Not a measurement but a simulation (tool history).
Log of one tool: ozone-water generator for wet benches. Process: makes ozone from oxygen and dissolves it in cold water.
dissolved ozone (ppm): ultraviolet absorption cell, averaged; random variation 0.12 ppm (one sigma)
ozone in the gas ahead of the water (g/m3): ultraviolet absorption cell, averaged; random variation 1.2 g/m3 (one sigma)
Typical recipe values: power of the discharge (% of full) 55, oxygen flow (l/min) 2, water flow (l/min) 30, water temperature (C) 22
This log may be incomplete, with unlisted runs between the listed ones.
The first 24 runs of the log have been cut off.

run	hour	power of the discharge (% of full)	oxygen flow (l/min)	water flow (l/min)	water temperature (C)	dissolved ozone (ppm)	ozone in the gas ahead of the water (g/m3)
25	2635	46	2.22	37	25	7	169.6
26	2789.4	46	1.25	31	25	7.1	228.1
# hour 2865.2: gauge calibrated
27	2931.1	84	2	30	15	14.3	300.5
28	3006	68	1.91	42	22	8.1	260
29	3167.5	68	1.91	42	22	8.3	258.1
30	3308.1	68	1.91	42	22	8.4	259.4
# hour 3373.3: water thermometer calibrated
31	3455.2	69	1.91	47	22	7.5	262.6
32	3585.6	46	2	35	22	7.4	183.6

Predict each of these 4 candidate next runs independently; none follows another, all start after run 32:
A	3681.4	46	2	35	24	?	?
B	3681.4	55	2	41	23	?	?
C	3681.4	46	2.87	31	21	?	?
D	3681.4	45	2	38	22	?	?

run	dissolved ozone (ppm)	ozone in the gas ahead of the water (g/m3)
A	7.3	185.6
B	7.1	216
C	9.2	153.7
D	6.6	182.8
Had the tool no hidden state, the same runs would have come out as:
run	dissolved ozone (ppm)	ozone in the gas ahead of the water (g/m3)
A	7.3	187.2
B	7.1	217.9
C	9.2	155
D	6.6	184.4
